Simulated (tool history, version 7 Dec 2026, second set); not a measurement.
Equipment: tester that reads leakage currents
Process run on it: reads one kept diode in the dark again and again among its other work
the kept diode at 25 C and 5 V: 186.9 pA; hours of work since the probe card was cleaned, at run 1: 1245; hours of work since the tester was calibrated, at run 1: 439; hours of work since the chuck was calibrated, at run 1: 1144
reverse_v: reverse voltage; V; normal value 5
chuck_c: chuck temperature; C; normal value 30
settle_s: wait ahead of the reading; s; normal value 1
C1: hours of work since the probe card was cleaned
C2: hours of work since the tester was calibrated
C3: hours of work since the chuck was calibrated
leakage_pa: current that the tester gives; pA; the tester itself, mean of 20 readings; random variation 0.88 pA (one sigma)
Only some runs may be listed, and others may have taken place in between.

run 1 hour=0 | reverse_v=5 chuck_c=30 settle_s=1 | C1=1245 C2=439 C3=1144 | leakage_pa=309.38
run 2 hour=22 | reverse_v=5 chuck_c=30 settle_s=1 | C1=1262 C2=456 C3=1160 | leakage_pa=310.68
run 3 hour=72 | reverse_v=5 chuck_c=34 settle_s=1 | C1=1300 C2=494 C3=1198 | leakage_pa=438.99
run 4 hour=113.1 | reverse_v=5 chuck_c=34 settle_s=1 | C1=1331 C2=525 C3=1229 | leakage_pa=441.21
run 5 hour=147.1 | reverse_v=5 chuck_c=30 settle_s=1 | C1=1356 C2=550 C3=1255 | leakage_pa=314.05
run 6 hour=188.2 | reverse_v=5 chuck_c=30 settle_s=1 | C1=1388 C2=581 C3=1286 | leakage_pa=313.48
run 7 hour=215.9 | reverse_v=5 chuck_c=59 settle_s=1 | C1=1409 C2=602 C3=1307 | leakage_pa=3159.97
run 8 hour=260.5 | reverse_v=5 chuck_c=47 settle_s=1 | C1=1442 C2=636 C3=1341 | leakage_pa=1279.26
run 9 hour=302.2 | reverse_v=4.15 chuck_c=30 settle_s=1 | C1=1474 C2=668 C3=1372 | leakage_pa=288.8
run 10 hour=346.1 | reverse_v=5 chuck_c=30 settle_s=3.09 | C1=1507 C2=701 C3=1406 | leakage_pa=312.48
run 11 hour=395 | reverse_v=5 chuck_c=30 settle_s=0.62 | C1=1544 C2=738 C3=1443 | leakage_pa=315.56
run 12 hour=422.9 | reverse_v=5 chuck_c=30 settle_s=0.52 | C1=1565 C2=759 C3=1464 | leakage_pa=316.04
run 13 hour=472.5 | reverse_v=5 chuck_c=37 settle_s=0.52 | C1=1603 C2=797 C3=1501 | leakage_pa=572.71
run 14 hour=495.8 | reverse_v=5 chuck_c=23 settle_s=1 | C1=1620 C2=814 C3=1519 | leakage_pa=169.77
-- hour=502.5 chuck's temperature calibrated
run 15 hour=525.3 | reverse_v=5 chuck_c=23 settle_s=1 | C1=1641 C2=835 C3=17 | leakage_pa=172.49
run 16 hour=572.2 | reverse_v=5 chuck_c=23 settle_s=1 | C1=1677 C2=870 C3=53 | leakage_pa=173.5
run 17 hour=613.2 | reverse_v=5 chuck_c=30 settle_s=1 | C1=1708 C2=902 C3=84 | leakage_pa=320.92
run 18 hour=638.2 | reverse_v=5 chuck_c=30 settle_s=1 | C1=1727 C2=920 C3=103 | leakage_pa=321.01
run 19 hour=669.7 | reverse_v=5 chuck_c=30 settle_s=1 | C1=1750 C2=944 C3=126 | leakage_pa=322.19
run 20 hour=708.7 | reverse_v=5 chuck_c=30 settle_s=1 | C1=1780 C2=974 C3=156 | leakage_pa=320.83
run 21 hour=741.1 | reverse_v=5 chuck_c=46 settle_s=1 | C1=1804 C2=998 C3=181 | leakage_pa=1211.41
-- hour=756.6 chuck's temperature calibrated, once more
run 22 hour=775.7 | reverse_v=5 chuck_c=46 settle_s=1 | C1=1829 C2=1023 C3=15 | leakage_pa=1133.2
run 23 hour=806.1 | reverse_v=5 chuck_c=46 settle_s=1 | C1=1852 C2=1046 C3=37 | leakage_pa=1141.99
run 24 hour=834.5 | reverse_v=5 chuck_c=46 settle_s=1 | C1=1874 C2=1067 C3=59 | leakage_pa=1133.88
run 25 hour=861.7 | reverse_v=6.19 chuck_c=24 settle_s=0.35 | C1=1894 C2=1088 C3=80 | leakage_pa=197.94
run 26 hour=891.6 | reverse_v=6.19 chuck_c=24 settle_s=0.35 | C1=1917 C2=1111 C3=102 | leakage_pa=198.15
run 27 hour=940.1 | reverse_v=6.19 chuck_c=24 settle_s=0.35 | C1=1953 C2=1147 C3=139 | leakage_pa=198.17
run 28 hour=969.1 | reverse_v=6.19 chuck_c=24 settle_s=0.35 | C1=1975 C2=1169 C3=161 | leakage_pa=198.32
run 29 hour=1014.3 | reverse_v=6.19 chuck_c=24 settle_s=0.35 | C1=2010 C2=1203 C3=195 | leakage_pa=198.36
run 30 hour=1048.9 | reverse_v=1.39 chuck_c=24 settle_s=0.88 | C1=2036 C2=1230 C3=221 | leakage_pa=101.71
run 31 hour=1073.2 | reverse_v=3.11 chuck_c=30 settle_s=0.7 | C1=2054 C2=1248 C3=240 | leakage_pa=247.81
run 32 hour=1107.4 | reverse_v=6.35 chuck_c=58 settle_s=1.57 | C1=2080 C2=1274 C3=265 | leakage_pa=3193.67
run 33 hour=1159.6 | reverse_v=5 chuck_c=30 settle_s=0.62 | C1=2120 C2=1313 C3=305 | leakage_pa=307.98

Expected results for the next run?
run 34 hour=1203.2 | reverse_v=1.36 chuck_c=20 settle_s=3.09 | C1=2153 C2=1346 C3=338 | leakage_pa=?

{"run 34": {"leakage_pa": 70.22}}
With the hidden condition absent and the run-to-run variation left alone, this run would have shown leakage_pa 67.11 pA.
